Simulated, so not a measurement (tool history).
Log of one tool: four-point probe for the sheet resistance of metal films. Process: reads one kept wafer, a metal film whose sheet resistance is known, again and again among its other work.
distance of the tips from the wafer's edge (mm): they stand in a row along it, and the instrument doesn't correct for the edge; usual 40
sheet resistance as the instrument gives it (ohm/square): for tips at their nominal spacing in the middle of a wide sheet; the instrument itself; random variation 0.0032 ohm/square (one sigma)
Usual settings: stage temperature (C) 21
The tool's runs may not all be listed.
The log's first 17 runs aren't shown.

run    hour  stage temperature (C)  distance of the tips from the wafer's edge (mm)  sheet resistance as the instrument gives it (ohm/square)
 18   758.2                     21                                               40                                                 16.066602
      776.5  -- stage's thermometer calibrated
 19   793.5                     21                                               40                                                 16.049895
 20   835.7                     31                                               40                                                 15.949207
 21   892.7                     31                                               17                                                 15.959721
 22   942.1                     31                                               11                                                 15.973326
 23   988.4                     31                                               11                                                 15.973704
 24    1048                     32                                               75                                                 15.923713
 25  1095.7                     26                                               52                                                 15.987382
 26  1125.6                     20                                               54                                                 16.033654
 27    1161                     18                                               73                                                 16.063124

The next listed run, before its measurement:
 28  1189.4                     20                                               40                                                         ?

{"run 28": {"sheet resistance as the instrument gives it (ohm/square)": 16.044367}}
Without the tool's hidden state the same run would have given sheet resistance as the instrument gives it (ohm/square) 16.157919.

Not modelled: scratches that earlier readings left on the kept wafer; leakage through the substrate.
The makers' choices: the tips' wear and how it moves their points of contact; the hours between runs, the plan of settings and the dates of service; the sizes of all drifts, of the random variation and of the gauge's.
